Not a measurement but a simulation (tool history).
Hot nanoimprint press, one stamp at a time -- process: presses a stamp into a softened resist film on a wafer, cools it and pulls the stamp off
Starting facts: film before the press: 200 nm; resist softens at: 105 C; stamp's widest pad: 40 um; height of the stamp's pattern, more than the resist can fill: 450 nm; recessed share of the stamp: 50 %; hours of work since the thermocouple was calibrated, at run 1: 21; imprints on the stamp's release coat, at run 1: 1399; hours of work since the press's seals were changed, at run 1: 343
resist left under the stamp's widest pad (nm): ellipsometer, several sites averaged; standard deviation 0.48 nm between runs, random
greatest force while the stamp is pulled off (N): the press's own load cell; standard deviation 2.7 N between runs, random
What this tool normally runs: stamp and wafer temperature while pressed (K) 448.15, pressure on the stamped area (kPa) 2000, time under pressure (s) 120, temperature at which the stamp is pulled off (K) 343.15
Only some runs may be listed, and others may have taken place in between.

| run | hour | stamp and wafer temperature while pressed (K) | pressure on the stamped area (kPa) | time under pressure (s) | temperature at which the stamp is pulled off (K) | hours of work since the thermocouple was calibrated | imprints on the stamp's release coat | hours of work since the press's seals were changed | resist left under the stamp's widest pad (nm) | greatest force while the stamp is pulled off (N) |
|---|---|---|---|---|---|---|---|---|---|---|
| 1 | 0.0 | 448.15 | 2000 | 120 | 343.15 | 21 | 1399 | 343 | 86.5 | 160 |
| 2 | 47.7 | 448.15 | 2010 | 120 | 343.15 | 56 | 1581 | 377 | 85.3 | 162 |
|  | 90.9 | stamp cleaned and given a new release coat |
| 3 | 120.2 | 448.15 | 2010 | 120 | 343.15 | 103 | 111 | 425 | 85.3 | 134 |
| 4 | 189.8 | 448.15 | 2010 | 120 | 343.15 | 153 | 378 | 475 | 84.3 | 132 |
| 5 | 260.9 | 448.15 | 2010 | 120 | 343.15 | 204 | 649 | 526 | 83.9 | 139 |
| 6 | 292.8 | 448.15 | 1810 | 120 | 343.15 | 227 | 771 | 549 | 86.9 | 140 |
| 7 | 354.8 | 448.15 | 1810 | 120 | 343.15 | 272 | 1008 | 594 | 85.8 | 144 |
| 8 | 395.9 | 448.15 | 1810 | 120 | 343.15 | 301 | 1165 | 623 | 86.4 | 147 |
|  | 404.4 | plate thermocouple calibrated |
| 9 | 462.4 | 448.15 | 1810 | 120 | 343.15 | 42 | 1408 | 669 | 83.6 | 152 |
| 10 | 517.0 | 448.15 | 1810 | 120 | 343.15 | 81 | 1616 | 708 | 82.7 | 161 |
|  | 552.8 | stamp cleaned and given a new release coat |
| 11 | 552.8 | 448.15 | 1810 | 120 | 343.15 | 102 | 0 | 729 | 82.5 | 123 |
| 12 | 619.9 | 446.15 | 1810 | 120 | 343.15 | 150 | 257 | 777 | 90.1 | 128 |
| 13 | 657.9 | 448.15 | 2000 | 120 | 343.15 | 178 | 402 | 805 | 78.5 | 129 |
| 14 | 726.5 | 448.15 | 2290 | 120 | 343.15 | 227 | 664 | 854 | 73.7 | 135 |
| 15 | 783.6 | 448.15 | 2290 | 120 | 343.15 | 268 | 882 | 895 | 72.9 | 138 |
|  | 801.1 | plate thermocouple calibrated, once more |
| 16 | 823.9 | 448.15 | 2390 | 120 | 343.15 | 16 | 1025 | 922 | 80.4 | 145 |
| 17 | 879.9 | 448.15 | 2000 | 120 | 342.15 | 57 | 1239 | 962 | 87.4 | 157 |
| 18 | 919.5 | 453.15 | 1850 | 140 | 334.15 | 85 | 1390 | 990 | 67.7 | 175 |
|  | 955.9 | press's hydraulic seals changed and the load cell set to zero |
| 19 | 958.6 | 453.15 | 1280 | 75 | 345.15 | 107 | 1509 | 2 | 99.3 | 146 |
|  | 1018.3 | stamp cleaned and given a new release coat |
| 20 | 1027.5 | 453.15 | 1280 | 75 | 345.15 | 152 | 36 | 47 | 98.2 | 122 |
| 21 | 1058.5 | 453.15 | 1280 | 75 | 345.15 | 175 | 154 | 69 | 98.0 | 122 |
| 22 | 1102.0 | 453.15 | 1280 | 75 | 345.15 | 206 | 320 | 101 | 98.4 | 124 |
| 23 | 1160.1 | 453.15 | 1280 | 75 | 345.15 | 248 | 542 | 142 | 96.5 | 133 |
| 24 | 1193.7 | 453.15 | 1280 | 75 | 345.15 | 272 | 671 | 166 | 97.6 | 133 |
| 25 | 1223.0 | 448.15 | 1670 | 120 | 349.15 | 293 | 783 | 187 | 89.0 | 129 |
| 26 | 1285.4 | 448.15 | 2210 | 177 | 349.15 | 338 | 1021 | 232 | 66.6 | 136 |
|  | 1327.5 | plate thermocouple calibrated |
| 27 | 1337.2 | 448.15 | 2210 | 177 | 349.15 | 7 | 1207 | 267 | 70.0 | 143 |
| 28 | 1393.0 | 442.15 | 1320 | 64 | 343.15 | 47 | 1421 | 307 | 149.6 | 157 |

Alternative continuations, all from the tool just after run 28; predict every row:
| A | 1452.9 | 451.15 | 2000 | 120 | 343.15 | 90 | 1650 | 350 | ? | ? |
| B | 1452.9 | 446.15 | 2000 | 70 | 336.15 | 90 | 1650 | 350 | ? | ? |
| C | 1452.9 | 448.15 | 1680 | 119 | 343.15 | 90 | 1650 | 350 | ? | ? |

| run | resist left under the stamp's widest pad (nm) | greatest force while the stamp is pulled off (N) |
|---|---|---|
| A | 74.1 | 162 |
| B | 112.3 | 180 |
| C | 92.5 | 164 |
With the hidden condition removed and each run's random variation left untouched, the same runs would have given:
| run | resist left under the stamp's widest pad (nm) | greatest force while the stamp is pulled off (N) |
|---|---|---|
| A | 74.1 | 124 |
| B | 112.4 | 137 |
| C | 92.7 | 125 |
